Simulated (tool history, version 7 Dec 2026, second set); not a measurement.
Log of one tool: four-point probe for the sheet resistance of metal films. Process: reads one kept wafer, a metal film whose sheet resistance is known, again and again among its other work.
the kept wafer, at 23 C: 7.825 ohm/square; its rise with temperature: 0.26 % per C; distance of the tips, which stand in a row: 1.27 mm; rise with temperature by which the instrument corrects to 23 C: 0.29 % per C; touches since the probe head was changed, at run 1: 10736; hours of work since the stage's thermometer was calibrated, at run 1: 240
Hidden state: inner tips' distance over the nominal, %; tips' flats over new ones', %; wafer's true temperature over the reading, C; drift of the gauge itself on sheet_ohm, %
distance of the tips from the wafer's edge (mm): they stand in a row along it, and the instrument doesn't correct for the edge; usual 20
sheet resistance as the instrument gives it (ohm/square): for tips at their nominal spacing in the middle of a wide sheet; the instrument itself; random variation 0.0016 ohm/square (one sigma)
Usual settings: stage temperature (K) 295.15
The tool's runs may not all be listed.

run	hour	stage temperature (K)	distance of the tips from the wafer's edge (mm)	touches since the probe head was changed	hours of work since the stage's thermometer was calibrated	sheet resistance as the instrument gives it (ohm/square)
1	0.0	295.15	20	10736	240	7.843986
2	10.5	295.15	17	10937	249	7.851525
3	29.1	295.15	17	11291	263	7.851010
4	38.9	304.15	20	11478	271	7.822768
5	49.1	295.15	64	11673	279	7.828370
6	65.6	295.15	64	11988	292	7.829870
7	78.0	295.15	64	12226	302	7.827146
8	94.8	295.15	64	12546	315	7.832291
9	110.7	295.15	64	12850	328	7.828059
10	124.7	295.15	56	13117	339	7.829309
11	136.2	295.15	20	13337	348	7.844137
12	147.9	295.15	20	13561	357	7.847706
13	165.3	295.15	20	13893	371	7.844370
14	178.6	295.15	20	14147	381	7.844899
15	192.5	295.15	20	14413	392	7.845281
16	210.4	295.15	20	14755	406	7.842193
17	225.4	295.15	20	15042	418	7.844988
18	239.3	295.15	20	15306	429	7.846940
19	252.8	295.15	20	15564	440	7.846088
20	268.7	295.15	20	15869	453	7.843592
21	279.0	295.15	20	16065	461	7.847016
22	287.5	295.15	9	16227	467	7.910813
23	295.6	303.15	20	16381	474	7.826623
24	305.1	304.15	17	16564	481	7.828129
25	318.6	296.15	31	16822	492	7.831579
26	329.5	296.15	31	17030	501	7.832944
27	337.8	296.15	31	17188	507	7.829417
28	353.7	301.15	4	17493	520	8.215109
29	372.4	303.15	6	17848	534	7.993640
30	387.9	294.15	12	18146	547	7.876658
31	404.7	294.15	12	18465	560	7.876253
32	413.6	294.15	12	18637	567	7.876547
33	429.4	294.15	12	18938	579	7.876202
34	439.7	307.15	5	19135	588	8.061722
35	448.3	296.15	20	19299	594	7.844626
36	463.5	298.15	26	19589	606	7.828162
37	482.0	302.15	12	19943	621	7.858843
38	498.3	296.15	33	20254	634	7.831239

Run 39 comes next. What will it give?
39	512.9	295.15	16	20532	645	?

{"run 39": {"sheet resistance as the instrument gives it (ohm/square)": 7.853641}}
Without the tool's hidden state the same run would have given sheet resistance as the instrument gives it (ohm/square) 7.853461.

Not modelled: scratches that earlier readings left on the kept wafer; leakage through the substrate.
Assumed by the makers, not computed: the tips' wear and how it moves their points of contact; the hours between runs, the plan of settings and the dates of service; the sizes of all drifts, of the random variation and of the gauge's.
